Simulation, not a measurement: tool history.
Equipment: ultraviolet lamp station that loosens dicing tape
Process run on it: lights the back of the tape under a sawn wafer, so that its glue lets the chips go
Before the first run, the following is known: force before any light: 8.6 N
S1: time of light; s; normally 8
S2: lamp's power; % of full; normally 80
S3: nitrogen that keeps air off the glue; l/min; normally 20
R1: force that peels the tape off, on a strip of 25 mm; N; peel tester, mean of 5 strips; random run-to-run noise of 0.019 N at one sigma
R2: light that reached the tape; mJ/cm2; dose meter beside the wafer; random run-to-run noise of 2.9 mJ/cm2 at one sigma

| run | hour | S1 | S2 | S3 | R1 | R2 |
|---|---|---|---|---|---|---|
| 1 | 0 | 8 | 80 | 20 | 1.011 | 407 |
| 2 | 4.5 | 8 | 80 | 20 | 1.012 | 408 |
| 3 | 13.6 | 12 | 80 | 20 | 0.41 | 612 |
| 4 | 19.1 | 8 | 80 | 20 | 1.024 | 409 |
| 5 | 24 | 8 | 80 | 20 | 1.045 | 411 |
| 6 | 33.7 | 8 | 80 | 20 | 1.002 | 400 |
| 7 | 43 | 8 | 80 | 20 | 1.024 | 407 |
| 8 | 52.4 | 8 | 80 | 20 | 1.089 | 407 |
| 9 | 58.8 | 8 | 80 | 20 | 1.006 | 406 |
| 10 | 66 | 8 | 80 | 20 | 1.001 | 405 |
| 11 | 71.5 | 7 | 94 | 20 | 1.009 | 412 |
| 12 | 81 | 7 | 94 | 20 | 0.996 | 422 |
| 13 | 90.8 | 14 | 70 | 10 | 0.694 | 615 |
| 14 | 95.8 | 8 | 79 | 22 | 0.993 | 395 |
| 15 | 101 | 6 | 79 | 22 | 1.627 | 297 |
| 16 | 108.4 | 8 | 95 | 29 | 0.58 | 473 |
| 17 | 114.4 | 11 | 80 | 19 | 0.581 | 554 |
| 18 | 122 | 8 | 91 | 9 | 1.397 | 448 |
| 19 | 128.3 | 7 | 80 | 31 | 1.054 | 349 |
| 20 | 133.8 | 10 | 62 | 9 | 1.848 | 386 |

Some steps in R1 between neighbouring runs. How much of each would the tool show without its hidden state too (settings, what came in, random variation), and how much is left for the hidden state, with any gauge scatter that isn't in both results?
What the log doesn't record here: lamp's light, % of a new lamp's; light that the window lets through, % of a clean one's; drift of the gauge itself on peel_n, %; drift of the gauge itself on dose_mj_cm2, %.
Run 15 -> 16: S1 6 -> 8, S2 79 -> 95, S3 22 -> 29. R1 -1.047 N: hidden state -0.072, all else -0.975.
Run 17 -> 18: S1 11 -> 8, S2 80 -> 91, S3 19 -> 9. R1 +0.816 N: hidden state +0.073, all else +0.743.
